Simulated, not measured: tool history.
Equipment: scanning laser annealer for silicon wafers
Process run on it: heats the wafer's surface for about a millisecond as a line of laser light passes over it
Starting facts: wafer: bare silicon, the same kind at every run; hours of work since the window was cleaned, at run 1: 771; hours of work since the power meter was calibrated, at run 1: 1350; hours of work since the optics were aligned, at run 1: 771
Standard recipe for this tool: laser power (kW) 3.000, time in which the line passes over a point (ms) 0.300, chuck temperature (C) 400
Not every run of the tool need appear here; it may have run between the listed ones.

run    hour  laser power (kW)  time in which the line passes over a point (ms)  chuck temperature (C)  hours of work since the window was cleaned  hours of work since the power meter was calibrated  hours of work since the optics were aligned  highest temperature of the surface (C)
  1     0.0             3.000                                            0.300                    400                                         771                                                1350                                          771                                    1124
  2    64.0             3.000                                            0.300                    400                                         812                                                1391                                          812                                    1121
  3   124.0             3.000                                            0.300                    400                                         851                                                1429                                          851                                    1121
  4   189.9             3.043                                            0.300                    400                                         893                                                1471                                          893                                    1134
  5   226.4             3.043                                            0.300                    400                                         916                                                1495                                          916                                    1132
      234.7  -- window over the wafer cleaned
      239.7  -- optics aligned, line set to its width
  6   268.6             3.043                                            0.300                    400                                          18                                                1517                                           18                                    1167
  7   328.7             3.043                                            0.300                    400                                          57                                                1555                                           57                                    1163
  8   386.7             3.043                                            0.300                    400                                          94                                                1592                                           94                                    1162
  9   458.5             3.000                                            0.300                    400                                         140                                                1638                                          140                                    1151
 10   508.5             3.000                                            0.300                    400                                         171                                                1670                                          171                                    1149
 11   540.2             3.000                                            0.300                    400                                         192                                                1690                                          192                                    1147
 12   585.0             2.695                                            0.280                    370                                         220                                                1719                                          220                                     998
 13   642.4             2.695                                            0.280                    370                                         257                                                1756                                          257                                     996
 14   681.5             3.286                                            0.236                    405                                         282                                                1780                                          282                                    1126
 15   746.5             3.000                                            0.300                    374                                         323                                                1822                                          323                                    1118
 16   803.3             3.000                                            0.300                    374                                         359                                                1858                                          359                                    1117
 17   851.8             3.090                                            0.351                    382                                         390                                                1889                                          390                                    1224
 18   923.7             3.022                                            0.322                    370                                         436                                                1935                                          436                                    1146
 19   959.1             3.022                                            0.322                    370                                         459                                                1957                                          459                                    1150
 20  1002.9             2.645                                            0.300                    400                                         487                                                1985                                          487                                    1030
 21  1058.8             2.645                                            0.300                    400                                         522                                                2021                                          522                                    1027
 22  1130.2             3.175                                            0.368                    432                                         568                                                2067                                          568                                    1320

Forecast each of these 3 alternatives for the next run:
  A  1168.6             3.296                                            0.300                    427                                         592                                                2091                                          592                                       ?
  B  1168.6             3.175                                            0.368                    376                                         592                                                2091                                          592                                       ?
  C  1168.6             2.825                                            0.223                    381                                         592                                                2091                                          592                                       ?

run  highest temperature of the surface (C)
  A                                    1245
  B                                    1262
  C                                     952
Stripped of hidden state, with their random variation kept, the same runs would have yielded:
run  highest temperature of the surface (C)
  A                                    1268
  B                                    1286
  C                                     968
